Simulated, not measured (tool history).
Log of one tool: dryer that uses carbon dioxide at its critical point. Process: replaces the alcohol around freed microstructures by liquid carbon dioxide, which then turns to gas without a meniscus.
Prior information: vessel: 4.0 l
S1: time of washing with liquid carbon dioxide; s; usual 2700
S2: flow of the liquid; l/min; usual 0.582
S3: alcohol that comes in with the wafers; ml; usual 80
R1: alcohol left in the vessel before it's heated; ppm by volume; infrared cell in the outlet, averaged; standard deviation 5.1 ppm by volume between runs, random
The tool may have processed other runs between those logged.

run,hour,S1,S2,S3,R1
1,0.0,2700,0.582,80,146
2,20.0,2700,0.582,72,145
3,37.2,2700,0.582,72,149
4,54.0,2160,0.582,72,263
5,67.9,2700,0.582,80,145
6,88.3,2700,0.582,80,156
7,99.4,2700,0.582,80,143
8,111.5,2700,0.582,80,165
9,122.3,2700,0.582,80,162
10,137.4,3840,0.582,80,108
11,161.4,3840,0.582,80,100
12,180.2,2700,0.433,80,371
13,194.4,2700,0.433,80,378
14,211.4,2700,0.433,80,385
15,233.4,2700,0.433,80,387
16,255.7,2700,0.433,80,387
17,277.0,2700,0.623,80,171
18,297.4,2340,0.853,104,131
19,307.4,2340,0.853,104,146
20,320.2,2340,0.386,30,390
21,330.7,2340,0.386,30,388
22,351.6,2340,0.386,30,404
23,374.9,2040,0.364,73,1335
24,386.4,3360,0.624,73,138
25,399.4,1920,0.370,74,1558
26,416.5,2700,0.693,88,160
27,438.0,1620,0.665,103,746
28,450.2,2460,0.363,38,506
29,463.8,3300,0.664,93,145
30,479.1,2160,0.533,80,486
31,492.7,3780,0.795,42,132
32,507.0,3180,0.844,24,133
33,517.2,1800,0.477,117,1574
34,532.5,1800,0.477,117,1534

For each run, the measured value with the value that run would have given without the tool's hidden condition subtracted. The run-to-run variation is shared by both, the gauge scatter possibly not:
What the log doesn't record here: flow that reaches the vessel past the clogged filter, %; alcohol in the recycled carbon dioxide, ppm; drift of the gauge itself on alcohol_ppm, %.
run,R1
1,+84
2,+88
3,+91
4,+101
5,+94
6,+96
7,+98
8,+99
9,+102
10,+95
11,+95
12,+139
13,+137
14,+142
15,+148
16,+155
17,+122
18,+117
19,+118
20,+156
21,+156
22,+166
23,+304
24,+121
25,+343
26,+130
27,+268
28,+203
29,+128
30,+221
31,+129
32,+130
33,+446
34,+438
